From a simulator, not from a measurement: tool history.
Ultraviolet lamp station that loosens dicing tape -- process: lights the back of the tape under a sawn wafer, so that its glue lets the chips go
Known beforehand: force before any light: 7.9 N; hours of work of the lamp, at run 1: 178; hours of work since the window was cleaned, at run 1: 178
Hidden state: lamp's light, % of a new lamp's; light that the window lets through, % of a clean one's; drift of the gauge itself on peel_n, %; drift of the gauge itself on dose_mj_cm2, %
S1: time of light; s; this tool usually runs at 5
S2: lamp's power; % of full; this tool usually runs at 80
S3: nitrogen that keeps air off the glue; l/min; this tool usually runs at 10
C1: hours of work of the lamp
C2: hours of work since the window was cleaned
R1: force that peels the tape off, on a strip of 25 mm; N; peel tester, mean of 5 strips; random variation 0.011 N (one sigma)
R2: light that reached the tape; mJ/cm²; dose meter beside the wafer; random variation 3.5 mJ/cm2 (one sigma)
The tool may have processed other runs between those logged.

run 1 day=0 | S1=5 S2=80 S3=10 | C1=178 C2=178 | R1=0.503 R2=573
run 2 day=1.721 | S1=5 S2=80 S3=10 | C1=203 C2=203 | R1=0.503 R2=578
run 3 day=2.929 | S1=5 S2=80 S3=10 | C1=220 C2=220 | R1=0.513 R2=571
run 4 day=4.142 | S1=5 S2=80 S3=10 | C1=237 C2=237 | R1=0.522 R2=581
run 5 day=5.667 | S1=5 S2=80 S3=10 | C1=259 C2=259 | R1=0.501 R2=578
run 6 day=7.029 | S1=5 S2=80 S3=10 | C1=278 C2=278 | R1=0.515 R2=573
run 7 day=8.512 | S1=5 S2=80 S3=19 | C1=299 C2=299 | R1=0.319 R2=581
run 8 day=10.392 | S1=5 S2=80 S3=9 | C1=326 C2=326 | R1=0.531 R2=577
run 9 day=12.067 | S1=5 S2=80 S3=9 | C1=350 C2=350 | R1=0.541 R2=574
run 10 day=13.796 | S1=5 S2=80 S3=10 | C1=374 C2=374 | R1=0.515 R2=572
run 11 day=14.75 | S1=5 S2=81 S3=10 | C1=388 C2=388 | R1=0.477 R2=585
run 12 day=15.642 | S1=5 S2=80 S3=10 | C1=400 C2=400 | R1=0.495 R2=577
run 13 day=17.212 | S1=5 S2=80 S3=10 | C1=423 C2=423 | R1=0.502 R2=574
run 14 day=18.404 | S1=5 S2=80 S3=18 | C1=440 C2=440 | R1=0.348 R2=575
run 15 day=19.888 | S1=5 S2=80 S3=18 | C1=461 C2=461 | R1=0.347 R2=578
run 16 day=20.904 | S1=5 S2=80 S3=10 | C1=475 C2=475 | R1=0.499 R2=578
run 17 day=21.971 | S1=5 S2=80 S3=10 | C1=490 C2=490 | R1=0.504 R2=569
run 18 day=22.767 | S1=5 S2=80 S3=10 | C1=502 C2=502 | R1=0.495 R2=578
run 19 day=24.458 | S1=5 S2=80 S3=7 | C1=526 C2=526 | R1=0.671 R2=579
run 20 day=25.233 | S1=5 S2=80 S3=10 | C1=537 C2=537 | R1=0.506 R2=578
run 21 day=26.162 | S1=9 S2=80 S3=10 | C1=550 C2=550 | R1=0.206 R2=1036
-- day=26.329 window cleaned of glue's vapour
run 22 day=27.512 | S1=9 S2=80 S3=4 | C1=569 C2=17 | R1=0.331 R2=1044
run 23 day=28.692 | S1=4 S2=84 S3=10 | C1=585 C2=34 | R1=0.716 R2=484
run 24 day=30.425 | S1=4 S2=84 S3=10 | C1=610 C2=58 | R1=0.678 R2=480
run 25 day=31.658 | S1=2 S2=84 S3=10 | C1=628 C2=76 | R1=2.248 R2=236
run 26 day=32.779 | S1=8 S2=65 S3=8 | C1=644 C2=92 | R1=0.368 R2=754
run 27 day=34.1 | S1=8 S2=63 S3=8 | C1=662 C2=110 | R1=0.384 R2=728
run 28 day=35.696 | S1=8 S2=71 S3=8 | C1=685 C2=133 | R1=0.313 R2=819
run 29 day=36.729 | S1=5 S2=68 S3=10 | C1=700 C2=148 | R1=0.721 R2=492
run 30 day=38.025 | S1=5 S2=68 S3=10 | C1=718 C2=166 | R1=0.707 R2=491
run 31 day=39.033 | S1=5 S2=82 S3=20 | C1=732 C2=180 | R1=0.308 R2=592
run 32 day=40.75 | S1=3 S2=85 S3=20 | C1=757 C2=205 | R1=0.762 R2=366
run 33 day=41.771 | S1=4 S2=80 S3=4 | C1=771 C2=219 | R1=1.539 R2=459
run 34 day=42.804 | S1=3 S2=80 S3=10 | C1=786 C2=234 | R1=1.292 R2=347
run 35 day=43.621 | S1=3 S2=66 S3=8 | C1=798 C2=246 | R1=1.957 R2=286
run 36 day=44.783 | S1=2 S2=64 S3=10 | C1=814 C2=262 | R1=3.018 R2=185
run 37 day=46.396 | S1=7 S2=80 S3=10 | C1=837 C2=285 | R1=0.279 R2=808
run 38 day=48.108 | S1=7 S2=80 S3=3 | C1=861 C2=309 | R1=0.675 R2=805
run 39 day=49.638 | S1=5 S2=68 S3=3 | C1=883 C2=331 | R1=1.662 R2=491
run 40 day=51.242 | S1=5 S2=68 S3=3 | C1=906 C2=354 | R1=1.605 R2=485
run 41 day=52.171 | S1=5 S2=61 S3=5 | C1=919 C2=367 | R1=1.442 R2=440
run 42 day=53.738 | S1=4 S2=80 S3=5 | C1=941 C2=389 | R1=1.278 R2=460

Here are 4 independent what-if runs from the current tool condition. What would each one return?
run A day=55.488 | S1=8 S2=81 S3=10 | C1=966 C2=414 | R1=? R2=?
run B day=55.488 | S1=4 S2=80 S3=4 | C1=966 C2=414 | R1=? R2=?
run C day=55.488 | S1=7 S2=64 S3=5 | C1=966 C2=414 | R1=? R2=?
run D day=55.488 | S1=6 S2=82 S3=3 | C1=966 C2=414 | R1=? R2=?

run=A R1=0.239 R2=934
run=B R1=1.514 R2=461
run=C R1=0.714 R2=645
run=D R1=0.891 R2=701
What these runs would have given with no unlogged condition in the tool:
run=A R1=0.238 R2=935
run=B R1=1.51 R2=461
run=C R1=0.712 R2=646
run=D R1=0.888 R2=702
